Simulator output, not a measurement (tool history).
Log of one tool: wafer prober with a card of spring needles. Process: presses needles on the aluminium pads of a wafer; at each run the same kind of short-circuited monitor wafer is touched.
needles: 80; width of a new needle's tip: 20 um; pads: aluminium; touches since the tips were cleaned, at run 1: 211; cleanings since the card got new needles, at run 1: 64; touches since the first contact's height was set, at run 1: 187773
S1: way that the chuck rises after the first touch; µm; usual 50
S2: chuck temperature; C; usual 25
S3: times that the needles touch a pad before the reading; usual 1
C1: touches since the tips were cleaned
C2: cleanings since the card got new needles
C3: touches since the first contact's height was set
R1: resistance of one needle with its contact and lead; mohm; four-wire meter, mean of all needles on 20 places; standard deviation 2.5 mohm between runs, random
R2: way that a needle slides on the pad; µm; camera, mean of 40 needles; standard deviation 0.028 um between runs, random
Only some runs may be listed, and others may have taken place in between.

{"run": 1, "day": 0.0, "S1": 50, "S2": 25, "S3": 1, "C1": 211, "C2": 64, "C3": 187773, "R1": 316, "R2": 10.9}
{"day": 0.658, "done": "height of the first contact set anew"}
{"day": 0.875, "done": "tips cleaned on abrasive film"}
{"day": 1.925, "done": "tips cleaned on abrasive film"}
{"day": 2.967, "done": "tips cleaned on abrasive film"}
{"run": 2, "day": 2.975, "S1": 50, "S2": 38, "S3": 1, "C1": 82, "C2": 67, "C3": 20911, "R1": 314, "R2": 11.1}
{"day": 3.983, "done": "tips cleaned on abrasive film"}
{"day": 5.0, "done": "tips cleaned on abrasive film"}
{"run": 3, "day": 5.383, "S1": 50, "S2": 38, "S3": 1, "C1": 3476, "C2": 69, "C3": 42671, "R1": 407, "R2": 11.05}
{"day": 5.988, "done": "tips cleaned on abrasive film"}
{"day": 6.979, "done": "tips cleaned on abrasive film"}
{"run": 4, "day": 7.229, "S1": 50, "S2": 38, "S3": 1, "C1": 2279, "C2": 71, "C3": 59324, "R1": 405, "R2": 11.05}
{"day": 7.925, "done": "tips cleaned on abrasive film"}
{"day": 8.792, "done": "tips cleaned on abrasive film"}
{"run": 5, "day": 9.592, "S1": 50, "S2": 25, "S3": 1, "C1": 7247, "C2": 73, "C3": 80674, "R1": 432, "R2": 11.01}
{"day": 9.725, "done": "tips cleaned on abrasive film"}
{"day": 10.738, "done": "tips cleaned on abrasive film"}
{"day": 11.692, "done": "tips cleaned on abrasive film"}
{"run": 6, "day": 12.542, "S1": 50, "S2": 25, "S3": 1, "C1": 7717, "C2": 76, "C3": 107332, "R1": 424, "R2": 11.01}
{"day": 12.758, "done": "tips cleaned on abrasive film"}
{"day": 13.775, "done": "tips cleaned on abrasive film"}
{"day": 14.783, "done": "tips cleaned on abrasive film"}
{"run": 7, "day": 15.342, "S1": 50, "S2": 27, "S3": 1, "C1": 5034, "C2": 79, "C3": 132596, "R1": 425, "R2": 10.93}
{"day": 15.742, "done": "tips cleaned on abrasive film"}
{"day": 16.629, "done": "tips cleaned on abrasive film"}
{"day": 17.0, "done": "tips cleaned on abrasive film, once more"}
{"day": 17.938, "done": "tips cleaned on abrasive film"}
{"run": 8, "day": 17.938, "S1": 50, "S2": 27, "S3": 1, "C1": 0, "C2": 83, "C3": 156015, "R1": 308, "R2": 10.9}
{"day": 18.892, "done": "tips cleaned on abrasive film"}
{"day": 19.942, "done": "tips cleaned on abrasive film"}
{"run": 9, "day": 20.454, "S1": 50, "S2": 27, "S3": 1, "C1": 4662, "C2": 85, "C3": 178766, "R1": 429, "R2": 10.83}
{"day": 20.888, "done": "tips cleaned on abrasive film"}
{"day": 21.854, "done": "tips cleaned on abrasive film"}
{"day": 22.296, "done": "height of the first contact set anew"}
{"run": 10, "day": 22.504, "S1": 50, "S2": 27, "S3": 1, "C1": 5784, "C2": 87, "C3": 1917, "R1": 423, "R2": 11.12}
{"day": 22.875, "done": "tips cleaned on abrasive film"}
{"day": 23.867, "done": "tips cleaned on abrasive film"}
{"run": 11, "day": 24.1, "S1": 50, "S2": 25, "S3": 2, "C1": 2115, "C2": 89, "C3": 16295, "R1": 357, "R2": 11.13}
{"day": 24.733, "done": "tips cleaned on abrasive film"}
{"day": 25.662, "done": "tips cleaned on abrasive film"}
{"run": 12, "day": 26.121, "S1": 50, "S2": 25, "S3": 2, "C1": 4168, "C2": 91, "C3": 34555, "R1": 368, "R2": 11.06}
{"day": 26.533, "done": "tips cleaned on abrasive film"}
{"day": 27.55, "done": "tips cleaned on abrasive film"}
{"run": 13, "day": 27.671, "S1": 50, "S2": 103, "S3": 1, "C1": 1093, "C2": 93, "C3": 48545, "R1": 383, "R2": 11.07}
{"day": 28.467, "done": "tips cleaned on abrasive film"}
{"day": 29.375, "done": "tips cleaned on abrasive film"}
{"run": 14, "day": 29.8, "S1": 50, "S2": 25, "S3": 1, "C1": 3858, "C2": 95, "C3": 67794, "R1": 416, "R2": 10.97}
{"day": 30.446, "done": "tips cleaned on abrasive film"}
{"run": 15, "day": 31.225, "S1": 50, "S2": 64, "S3": 2, "C1": 7058, "C2": 96, "C3": 80652, "R1": 388, "R2": 11.05}
{"day": 31.379, "done": "tips cleaned on abrasive film"}
{"day": 32.396, "done": "tips cleaned on abrasive film"}
{"run": 16, "day": 33.171, "S1": 50, "S2": 83, "S3": 1, "C1": 7014, "C2": 98, "C3": 98229, "R1": 451, "R2": 11.01}
{"day": 33.388, "done": "tips cleaned on abrasive film"}
{"day": 34.292, "done": "tips cleaned on abrasive film"}
{"run": 17, "day": 34.45, "S1": 37, "S2": 95, "S3": 2, "C1": 1430, "C2": 100, "C3": 109758, "R1": 412, "R2": 8.07}
{"day": 35.238, "done": "tips cleaned on abrasive film"}
{"day": 36.242, "done": "tips cleaned on abrasive film"}
{"run": 18, "day": 36.608, "S1": 44, "S2": 114, "S3": 2, "C1": 3325, "C2": 102, "C3": 129279, "R1": 416, "R2": 9.59}
{"day": 37.225, "done": "tips cleaned on abrasive film"}
{"run": 19, "day": 38.058, "S1": 32, "S2": 31, "S3": 2, "C1": 7544, "C2": 103, "C3": 142374, "R1": 521, "R2": 6.93}
{"day": 38.275, "done": "tips cleaned on abrasive film"}
{"day": 39.325, "done": "tips cleaned on abrasive film"}
{"day": 40.342, "done": "tips cleaned on abrasive film"}
{"run": 20, "day": 40.475, "S1": 35, "S2": 47, "S3": 3, "C1": 1209, "C2": 106, "C3": 164175, "R1": 382, "R2": 7.56}
{"day": 41.221, "done": "tips cleaned on abrasive film"}
{"day": 42.167, "done": "tips cleaned on abrasive film"}
{"day": 43.067, "done": "tips cleaned on abrasive film"}
{"run": 21, "day": 43.133, "S1": 35, "S2": 34, "S3": 3, "C1": 599, "C2": 109, "C3": 188189, "R1": 353, "R2": 7.49}
{"day": 43.767, "done": "height of the first contact set anew"}
{"day": 43.983, "done": "tips cleaned on abrasive film"}
{"day": 44.954, "done": "tips cleaned on abrasive film"}
{"run": 22, "day": 45.775, "S1": 35, "S2": 34, "S3": 3, "C1": 7475, "C2": 111, "C3": 18163, "R1": 413, "R2": 7.75}
{"day": 45.958, "done": "tips cleaned on abrasive film"}
{"day": 46.942, "done": "tips cleaned on abrasive film"}
{"day": 47.871, "done": "tips cleaned on abrasive film"}
{"run": 23, "day": 48.017, "S1": 33, "S2": 34, "S3": 3, "C1": 1328, "C2": 114, "C3": 38369, "R1": 384, "R2": 7.3}
{"day": 48.875, "done": "tips cleaned on abrasive film"}
{"day": 49.867, "done": "tips cleaned on abrasive film"}
{"run": 24, "day": 50.538, "S1": 64, "S2": 107, "S3": 1, "C1": 6074, "C2": 116, "C3": 61145, "R1": 392, "R2": 14.19}

What does the tool deliver on the next run?
{"day": 50.875, "done": "tips cleaned on abrasive film"}
{"day": 51.912, "done": "tips cleaned on abrasive film"}
{"day": 52.979, "done": "tips cleaned on abrasive film"}
{"run": 25, "day": 53.492, "S1": 55, "S2": 50, "S3": 2, "C1": 4649, "C2": 119, "C3": 87827, "R1": "?", "R2": "?"}

For run 25 the tool returned R1 360 mohm, R2 12.11 µm.
The same run, on a tool lacking any hidden state, would have yielded R1 292 mohm, R2 12.25 µm.
